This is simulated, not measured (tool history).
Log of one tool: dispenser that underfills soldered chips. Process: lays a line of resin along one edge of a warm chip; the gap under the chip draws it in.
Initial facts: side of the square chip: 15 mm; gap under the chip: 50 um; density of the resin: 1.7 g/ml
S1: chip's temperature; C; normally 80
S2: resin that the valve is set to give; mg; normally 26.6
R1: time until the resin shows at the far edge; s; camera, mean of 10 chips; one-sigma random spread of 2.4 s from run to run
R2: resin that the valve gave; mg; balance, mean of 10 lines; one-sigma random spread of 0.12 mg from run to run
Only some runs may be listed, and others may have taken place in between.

run,day,S1,S2,R1,R2
1,0.000,80,26.6,234.4,25.84
# day 0.133: dispensing valve cleaned and set on the balance
2,0.308,80,26.6,268.2,26.55
# day 0.562: new syringe of resin
3,0.758,80,26.6,249.3,26.55
# day 1.075: new syringe of resin
4,1.088,80,26.6,231.0,26.46
5,1.371,95,26.6,131.1,26.29
# day 1.608: new syringe of resin
6,1.812,95,26.6,126.0,26.26
# day 2.125: new syringe of resin
7,2.125,95,26.6,113.9,26.29
8,2.346,95,26.6,129.7,26.22
9,2.558,80,26.6,289.2,26.30
# day 2.650: new syringe of resin
10,2.804,88,26.6,169.4,26.34
11,3.067,80,26.6,282.6,26.01
# day 3.171: new syringe of resin
12,3.325,87,26.6,177.3,26.05
13,3.633,95,26.6,143.9,26.08
# day 3.688: new syringe of resin
14,4.088,80,30.4,271.6,29.83
# day 4.196: new syringe of resin
15,4.525,80,27.4,273.0,26.69
# day 4.729: new syringe of resin
16,4.975,80,27.4,254.3,26.47
# day 5.246: new syringe of resin
# day 5.358: dispensing valve cleaned and set on the balance
17,5.467,80,27.4,247.4,27.28
# day 5.808: new syringe of resin
18,5.833,68,25.6,418.1,25.32
19,6.050,80,28.0,250.5,27.88
# day 6.325: new syringe of resin
20,6.479,80,28.0,239.3,27.68
21,6.658,73,28.0,379.5,27.74
# day 6.854: new syringe of resin
22,7.038,91,27.0,147.8,26.48
# day 7.379: new syringe of resin
23,7.379,91,27.0,132.6,26.56
24,7.733,88,26.6,184.0,25.97
# day 7.904: new syringe of resin
25,8.071,88,26.6,169.5,25.94
26,8.288,73,33.8,374.0,32.79
# day 8.417: new syringe of resin
27,8.492,81,33.8,217.5,33.18
28,8.800,84,32.1,224.8,31.54
# day 8.925: new syringe of resin
29,9.183,92,32.1,138.1,31.14
# day 9.450: new syringe of resin
30,9.512,90,34.4,138.3,33.65
31,9.792,93,24.4,150.5,23.46
# day 9.983: new syringe of resin
32,10.108,66,33.1,471.1,31.91
33,10.404,86,26.6,206.0,25.52
# day 10.512: new syringe of resin
# day 10.612: dispensing valve cleaned and set on the balance
34,10.788,86,26.6,186.9,26.45

How would selected steps in R1 from run to run divide? Give the signed amount a tool lacking its hidden state would still show from settings, what came in and random variation, and the signed amount left for the hidden state, including any gauge scatter that is not in both of the compared results.
What the log doesn't record here: resin's viscosity, % of fresh resin's; dose that the valve gives, % of what is set; true chip temperature over the reading, C; drift of the gauge itself on fill_s, %; drift of the gauge itself on given_mg, %.
Run 9 -> 10: S1 80 -> 88, new syringe of resin. R1 -119.8 s: hidden state -43.5, all else -76.3.
Run 21 -> 22: S1 73 -> 91, S2 28.0 -> 27.0, new syringe of resin. R1 -231.7 s: hidden state -32.1, all else -199.6.
Run 25 -> 26: S1 88 -> 73, S2 26.6 -> 33.8. R1 +204.5 s: hidden state +44.3, all else +160.2.
Run 26 -> 27: S1 73 -> 81, new syringe of resin. R1 -156.5 s: hidden state -52.5, all else -104.0.
Run 31 -> 32: S1 93 -> 66, S2 24.4 -> 33.1, new syringe of resin. R1 +320.6 s: hidden state -27.0, all else +347.6.
Run 32 -> 33: S1 66 -> 86, S2 33.1 -> 26.6. R1 -265.1 s: hidden state +37.4, all else -302.5.

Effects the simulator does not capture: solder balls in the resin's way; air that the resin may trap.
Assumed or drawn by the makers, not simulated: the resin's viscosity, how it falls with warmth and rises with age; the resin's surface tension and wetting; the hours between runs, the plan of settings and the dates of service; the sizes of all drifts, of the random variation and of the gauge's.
